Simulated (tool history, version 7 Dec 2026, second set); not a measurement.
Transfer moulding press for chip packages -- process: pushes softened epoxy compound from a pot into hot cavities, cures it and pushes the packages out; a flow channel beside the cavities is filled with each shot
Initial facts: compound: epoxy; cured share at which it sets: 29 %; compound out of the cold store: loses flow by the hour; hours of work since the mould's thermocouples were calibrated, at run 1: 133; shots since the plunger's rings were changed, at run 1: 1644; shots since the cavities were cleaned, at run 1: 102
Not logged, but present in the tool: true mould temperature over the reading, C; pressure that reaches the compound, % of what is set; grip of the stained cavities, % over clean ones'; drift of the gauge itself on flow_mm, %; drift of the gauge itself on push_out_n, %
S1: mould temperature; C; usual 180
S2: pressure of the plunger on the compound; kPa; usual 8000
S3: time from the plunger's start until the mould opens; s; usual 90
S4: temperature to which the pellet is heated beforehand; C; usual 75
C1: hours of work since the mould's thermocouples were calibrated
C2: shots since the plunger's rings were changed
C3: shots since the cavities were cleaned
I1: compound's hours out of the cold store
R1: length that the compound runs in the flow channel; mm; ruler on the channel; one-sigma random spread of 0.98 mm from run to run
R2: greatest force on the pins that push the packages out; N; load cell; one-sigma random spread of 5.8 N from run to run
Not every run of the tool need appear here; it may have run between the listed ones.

run	hour	S1	S2	S3	S4	C1	C2	C3	I1	R1	R2
1	0	180	8000	90	75	133	1644	102	41.5	498.8	401
2	8.2	180	8000	90	75	136	1713	171	23.2	539.5	408
3	21.1	180	8000	90	75	142	1822	280	14.4	563.1	435
4	29.9	180	8000	90	75	146	1896	354	25.1	535.5	452
5	36.9	180	8000	90	75	149	1955	413	46.3	487.4	439
# hour 38.9: cavities cleaned with cleaning compound and waxed
6	44.9	180	8000	90	81	152	2010	50	23.5	540.9	385
7	50.6	180	8000	90	75	155	2058	98	31.1	522.8	394
8	61.2	180	8000	90	75	160	2147	187	19.5	547.2	410
9	70.5	180	8000	90	75	164	2225	265	34.3	512.4	423
10	82.8	180	8000	90	75	170	2328	368	44.8	488.9	434
# hour 89.7: cavities cleaned with cleaning compound and waxed
11	97.3	180	8000	90	75	176	2438	64	18.6	547.4	390
12	103.7	180	8000	90	75	178	2492	118	38.9	500.7	401
13	115.3	188	8000	90	75	184	2589	215	38.5	481.6	377
14	127.1	173	8250	74	75	189	2689	315	17.1	581.8	1070
# hour 140.3: cavities cleaned with cleaning compound and waxed
15	140.9	187	9150	99	70	195	2792	4	29.3	538	326
16	152	179	9460	97	76	200	2886	98	11.4	617.4	382
17	164.2	180	6880	90	78	205	2988	200	31.2	476.6	411
18	171.6	180	8650	90	75	209	3051	263	42	510	423
19	178.8	186	8000	130	75	212	3111	323	30.1	503	374
# hour 191.5: cavities cleaned with cleaning compound and waxed
20	193	180	8000	90	79	218	3218	12	17.5	548.3	400
21	200	180	8000	98	75	221	3277	71	34.5	506.5	375
22	208.5	180	8000	98	75	225	3348	142	42.2	488.5	382

Branching from run 22: 3 alternative next runs. What would each branch give?
# hour 211.8: plunger's sealing rings changed
A	221.6	180	8000	98	75	229	82	232	37.4	?	?
# hour 211.8: plunger's sealing rings changed
B	221.6	180	9040	111	81	229	82	232	19.3	?	?
# hour 211.8: plunger's sealing rings changed
C	221.6	180	8000	90	73	229	82	232	19.4	?	?

run	R1	R2
A	516.1	400
B	595.3	385
C	561.4	436
Without the tool's hidden state the same runs would have given:
run	R1	R2
A	515.5	336
B	594.6	325
C	560.8	363
